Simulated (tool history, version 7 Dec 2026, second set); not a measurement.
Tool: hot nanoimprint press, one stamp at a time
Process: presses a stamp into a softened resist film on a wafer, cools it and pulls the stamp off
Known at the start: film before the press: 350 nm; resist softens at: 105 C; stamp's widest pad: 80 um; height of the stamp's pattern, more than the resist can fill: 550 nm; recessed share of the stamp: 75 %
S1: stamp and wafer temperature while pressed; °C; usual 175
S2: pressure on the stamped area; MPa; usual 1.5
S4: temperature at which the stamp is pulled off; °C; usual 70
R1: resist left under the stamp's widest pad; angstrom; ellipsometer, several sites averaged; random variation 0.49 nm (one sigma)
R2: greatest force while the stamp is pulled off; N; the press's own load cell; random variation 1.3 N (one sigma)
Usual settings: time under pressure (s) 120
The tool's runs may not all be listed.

Run 1, day 0: usual settings. Result: R1 1575 angstrom, R2 173 N.
Run 2, day 0.538: usual settings but S4 75 °C. Result: R1 1583 angstrom, R2 163 N.
Run 3, day 0.962: usual settings. Result: R1 1580 angstrom, R2 176 N.
Run 4, day 1.525: usual settings. Result: R1 1578 angstrom, R2 178 N.
Run 5, day 2.079: usual settings. Result: R1 1585 angstrom, R2 176 N.
Run 6, day 2.392: usual settings but time under pressure (s) 62. Result: R1 1944 angstrom, R2 176 N.
Run 7, day 2.733: usual settings but time under pressure (s) 62. Result: R1 1951 angstrom, R2 176 N.
Run 8, day 3.025: usual settings but S2 1.84 MPa. Result: R1 1416 angstrom, R2 179 N.
Run 9, day 3.558: usual settings but S1 174 °C, S2 1.84 MPa. Result: R1 1489 angstrom, R2 177 N.
Run 10, day 3.904: usual settings but S1 174 °C, S2 1.84 MPa. Result: R1 1490 angstrom, R2 179 N.
Run 11, day 4.317: usual settings but S2 1.85 MPa. Result: R1 1412 angstrom, R2 179 N.
Run 12, day 4.821: usual settings but S2 1.85 MPa. Result: R1 1416 angstrom, R2 183 N.
Run 13, day 5.254: usual settings but S2 1.85 MPa. Result: R1 1418 angstrom, R2 180 N.
Run 14, day 5.817: usual settings but S2 1.85 MPa, S4 67 °C. Result: R1 1418 angstrom, R2 186 N.
Run 15, day 6.333: usual settings but S2 1.85 MPa, S4 67 °C. Result: R1 1425 angstrom, R2 188 N.
Run 16, day 6.704: usual settings but S2 1.32 MPa, time under pressure (s) 87, S4 64 °C. Result: R1 1889 angstrom, R2 196 N.
Run 17, day 7.021: usual settings but S2 1.32 MPa, time under pressure (s) 87, S4 64 °C. Result: R1 1899 angstrom, R2 195 N.
Run 18, day 7.371: usual settings but S2 1.32 MPa, time under pressure (s) 87, S4 69 °C. Result: R1 1892 angstrom, R2 186 N.
Run 19, day 7.612: usual settings but S1 169 °C, S2 1.76 MPa. Result: R1 1957 angstrom, R2 183 N.
Run 20, day 7.854: usual settings but S2 1.69 MPa, time under pressure (s) 118. Result: R1 1515 angstrom, R2 183 N.
Run 21, day 8.258: usual settings but S2 2.29 MPa, time under pressure (s) 220. Result: R1 1019 angstrom, R2 185 N.
Run 22, day 8.662: usual settings but S1 172 °C, S2 1.25 MPa, S4 75 °C. Result: R1 2014 angstrom, R2 173 N.
Run 23, day 9.225: usual settings but S1 172 °C, S2 1.25 MPa, S4 66 °C. Result: R1 2026 angstrom, R2 192 N.
Run 24, day 9.754: usual settings but S1 163 °C, S2 1.29 MPa, time under pressure (s) 166, S4 55 °C. Result: R1 2623 angstrom, R2 217 N.
Run 25, day 10.142: usual settings but S1 171 °C, S2 1.49 MPa, time under pressure (s) 159, S4 56 °C. Result: R1 1782 angstrom, R2 220 N.
Run 26, day 10.483: usual settings but S4 71 °C. Result: R1 1603 angstrom, R2 186 N.
Run 27, day 10.758: usual settings but S4 71 °C. Result: R1 1608 angstrom, R2 185 N.
Run 28, day 11.075: usual settings but time under pressure (s) 71, S4 71 °C. Result: R1 1900 angstrom, R2 185 N.
Run 29, day 11.346: usual settings but time under pressure (s) 71, S4 71 °C. Result: R1 1896 angstrom, R2 186 N.
Run 30, day 11.783: usual settings but S1 163 °C, S4 68 °C. Result: R1 2664 angstrom, R2 193 N.

Forecast each of these 3 alternatives for the next run:
Run A, day 12.296: usual settings but S1 179 °C, S2 1.23 MPa. Result: R1 ?, R2 ?.
Run B, day 12.296: usual settings but S1 163 °C, S4 59 °C. Result: R1 ?, R2 ?.
Run C, day 12.296: usual settings but S1 163 °C, time under pressure (s) 88, S4 68 °C. Result: R1 ?, R2 ?.

run    R1   R2
  A  1500  189
  B  2663  216
  C  2815  192
Without the tool's hidden state the same runs would have given:
run    R1   R2
  A  1424  166
  B  2561  189
  C  2722  168
